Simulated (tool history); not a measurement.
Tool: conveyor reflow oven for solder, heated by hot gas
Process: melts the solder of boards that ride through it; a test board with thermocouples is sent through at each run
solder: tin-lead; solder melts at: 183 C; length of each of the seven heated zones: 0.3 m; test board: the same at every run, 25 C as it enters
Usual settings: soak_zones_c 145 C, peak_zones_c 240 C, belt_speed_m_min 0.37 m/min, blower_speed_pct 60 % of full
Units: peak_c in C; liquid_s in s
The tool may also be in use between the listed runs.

run 1 hour=0 | soak_zones_c=145 peak_zones_c=240 belt_speed_m_min=0.37 blower_speed_pct=60 | peak_c=224.3 liquid_s=80.3
run 2 hour=74.9 | soak_zones_c=145 peak_zones_c=240 belt_speed_m_min=0.37 blower_speed_pct=60 | peak_c=222.6 liquid_s=81.1
run 3 hour=157.8 | soak_zones_c=145 peak_zones_c=240 belt_speed_m_min=0.37 blower_speed_pct=60 | peak_c=222.7 liquid_s=81.6
-- hour=203.4 flux residue cleaned out of gas plates and filters
-- hour=247.6 thermocouples of zones 6 and 7 changed
run 4 hour=249 | soak_zones_c=145 peak_zones_c=240 belt_speed_m_min=0.37 blower_speed_pct=60 | peak_c=223.2 liquid_s=81.6
run 5 hour=310.3 | soak_zones_c=145 peak_zones_c=240 belt_speed_m_min=0.37 blower_speed_pct=79 | peak_c=228.5 liquid_s=84.6
run 6 hour=391.3 | soak_zones_c=145 peak_zones_c=240 belt_speed_m_min=0.37 blower_speed_pct=60 | peak_c=222.6 liquid_s=81.8
run 7 hour=447.8 | soak_zones_c=145 peak_zones_c=240 belt_speed_m_min=0.423 blower_speed_pct=60 | peak_c=218.4 liquid_s=66.6
run 8 hour=520.8 | soak_zones_c=145 peak_zones_c=240 belt_speed_m_min=0.423 blower_speed_pct=60 | peak_c=218.1 liquid_s=66.4
run 9 hour=610.3 | soak_zones_c=145 peak_zones_c=240 belt_speed_m_min=0.423 blower_speed_pct=60 | peak_c=217.9 liquid_s=66.6
run 10 hour=658.6 | soak_zones_c=145 peak_zones_c=240 belt_speed_m_min=0.423 blower_speed_pct=60 | peak_c=218.7 liquid_s=65.8
-- hour=668.5 belt drive overhauled, speed set with a stopwatch
run 11 hour=724.5 | soak_zones_c=145 peak_zones_c=240 belt_speed_m_min=0.423 blower_speed_pct=60 | peak_c=218.9 liquid_s=66.5
run 12 hour=791.8 | soak_zones_c=145 peak_zones_c=240 belt_speed_m_min=0.423 blower_speed_pct=60 | peak_c=218.2 liquid_s=66.1
-- hour=814.3 flux residue cleaned out of gas plates and filters
run 13 hour=884.4 | soak_zones_c=145 peak_zones_c=240 belt_speed_m_min=0.37 blower_speed_pct=60 | peak_c=223.6 liquid_s=80.7
run 14 hour=954.6 | soak_zones_c=145 peak_zones_c=232 belt_speed_m_min=0.37 blower_speed_pct=60 | peak_c=216.1 liquid_s=74.7
run 15 hour=995.2 | soak_zones_c=145 peak_zones_c=232 belt_speed_m_min=0.37 blower_speed_pct=60 | peak_c=216.3 liquid_s=75.3
run 16 hour=1061.4 | soak_zones_c=149 peak_zones_c=239 belt_speed_m_min=0.321 blower_speed_pct=67 | peak_c=228.9 liquid_s=101.4
run 17 hour=1106.7 | soak_zones_c=149 peak_zones_c=246 belt_speed_m_min=0.321 blower_speed_pct=69 | peak_c=235.8 liquid_s=106.1
run 18 hour=1147.6 | soak_zones_c=140 peak_zones_c=252 belt_speed_m_min=0.321 blower_speed_pct=69 | peak_c=240.5 liquid_s=103.9
run 19 hour=1186.1 | soak_zones_c=145 peak_zones_c=234 belt_speed_m_min=0.315 blower_speed_pct=60 | peak_c=223.1 liquid_s=96
run 20 hour=1243.3 | soak_zones_c=145 peak_zones_c=234 belt_speed_m_min=0.315 blower_speed_pct=60 | peak_c=223.4 liquid_s=95.5
-- hour=1310.8 thermocouples of zones 6 and 7 changed
run 21 hour=1310.8 | soak_zones_c=130 peak_zones_c=248 belt_speed_m_min=0.37 blower_speed_pct=60 | peak_c=227.1 liquid_s=77.9
run 22 hour=1394.8 | soak_zones_c=145 peak_zones_c=245 belt_speed_m_min=0.37 blower_speed_pct=88 | peak_c=235 liquid_s=88.6
-- hour=1426.5 flux residue cleaned out of gas plates and filters
run 23 hour=1449 | soak_zones_c=145 peak_zones_c=245 belt_speed_m_min=0.37 blower_speed_pct=88 | peak_c=233.2 liquid_s=89.7
run 24 hour=1525.5 | soak_zones_c=145 peak_zones_c=248 belt_speed_m_min=0.37 blower_speed_pct=60 | peak_c=230.1 liquid_s=87.3
run 25 hour=1612.7 | soak_zones_c=159 peak_zones_c=228 belt_speed_m_min=0.37 blower_speed_pct=60 | peak_c=215.9 liquid_s=83.3
run 26 hour=1692.2 | soak_zones_c=159 peak_zones_c=228 belt_speed_m_min=0.37 blower_speed_pct=60 | peak_c=215.8 liquid_s=82.1
run 27 hour=1756 | soak_zones_c=147 peak_zones_c=240 belt_speed_m_min=0.37 blower_speed_pct=54 | peak_c=221.8 liquid_s=80.1
run 28 hour=1845.5 | soak_zones_c=147 peak_zones_c=233 belt_speed_m_min=0.416 blower_speed_pct=83 | peak_c=219.2 liquid_s=71.5
-- hour=1862.2 belt drive overhauled, speed set with a stopwatch
run 29 hour=1933.9 | soak_zones_c=130 peak_zones_c=240 belt_speed_m_min=0.416 blower_speed_pct=83 | peak_c=223.2 liquid_s=66.2

3 ways to go on from here, each from the tool as it stands after run 29. What would each give?
run A hour=1997.4 | soak_zones_c=145 peak_zones_c=240 belt_speed_m_min=0.37 blower_speed_pct=57 | peak_c=? liquid_s=?
run B hour=1997.4 | soak_zones_c=148 peak_zones_c=240 belt_speed_m_min=0.37 blower_speed_pct=88 | peak_c=? liquid_s=?
run C hour=1997.4 | soak_zones_c=143 peak_zones_c=240 belt_speed_m_min=0.393 blower_speed_pct=67 | peak_c=? liquid_s=?

run=A peak_c=221.2 liquid_s=79.6
run=B peak_c=229.2 liquid_s=87.5
run=C peak_c=223.8 liquid_s=74.8
Without the tool's hidden state the same runs would have given:
run=A peak_c=221.2 liquid_s=79.6
run=B peak_c=229.2 liquid_s=87.5
run=C peak_c=223.8 liquid_s=74.9
